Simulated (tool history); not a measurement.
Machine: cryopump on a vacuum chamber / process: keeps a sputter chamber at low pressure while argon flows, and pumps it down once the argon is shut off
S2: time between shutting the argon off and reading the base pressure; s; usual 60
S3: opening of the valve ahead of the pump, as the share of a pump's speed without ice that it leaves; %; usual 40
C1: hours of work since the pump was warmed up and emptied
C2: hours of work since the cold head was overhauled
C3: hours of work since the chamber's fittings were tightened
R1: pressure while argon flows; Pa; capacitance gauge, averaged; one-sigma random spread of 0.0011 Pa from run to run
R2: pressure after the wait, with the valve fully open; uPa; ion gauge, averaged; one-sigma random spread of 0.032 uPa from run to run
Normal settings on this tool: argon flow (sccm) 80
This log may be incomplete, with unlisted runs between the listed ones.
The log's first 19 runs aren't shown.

{"run": 20, "day": 20.392, "argon flow (sccm)": 100, "S2": 65, "S3": 45, "C1": 386, "C2": 1384, "C3": 1757, "R1": 0.3015, "R2": 2.93}
{"run": 21, "day": 21.408, "argon flow (sccm)": 100, "S2": 65, "S3": 37, "C1": 407, "C2": 1405, "C3": 1778, "R1": 0.366, "R2": 3}
{"run": 22, "day": 22.283, "argon flow (sccm)": 64, "S2": 60, "S3": 19, "C1": 425, "C2": 1423, "C3": 1796, "R1": 0.4459, "R2": 3.24}
{"run": 23, "day": 23.388, "argon flow (sccm)": 80, "S2": 180, "S3": 40, "C1": 448, "C2": 1445, "C3": 1818, "R1": 0.2732, "R2": 2.34}
{"run": 24, "day": 24.312, "argon flow (sccm)": 136, "S2": 27, "S3": 17, "C1": 467, "C2": 1465, "C3": 1838, "R1": 1.0618, "R2": 4.84}
{"run": 25, "day": 25.217, "argon flow (sccm)": 136, "S2": 27, "S3": 17, "C1": 486, "C2": 1483, "C3": 1856, "R1": 1.0595, "R2": 5.11}
{"run": 26, "day": 26.071, "argon flow (sccm)": 69, "S2": 162, "S3": 42, "C1": 504, "C2": 1501, "C3": 1874, "R1": 0.2278, "R2": 2.42}
{"run": 27, "day": 27.5, "argon flow (sccm)": 62, "S2": 60, "S3": 40, "C1": 533, "C2": 1530, "C3": 1903, "R1": 0.2144, "R2": 3.42}

Predict the results of run 28:
{"run": 28, "day": 28.8, "argon flow (sccm)": 97, "S2": 124, "S3": 22, "C1": 560, "C2": 1557, "C3": 1930, "R1": "?", "R2": "?"}

R1: 0.5931 Pa
R2: 2.71 uPa
The same run, on a tool lacking any hidden state, would have yielded R1 0.5684 Pa, R2 0.94 uPa.
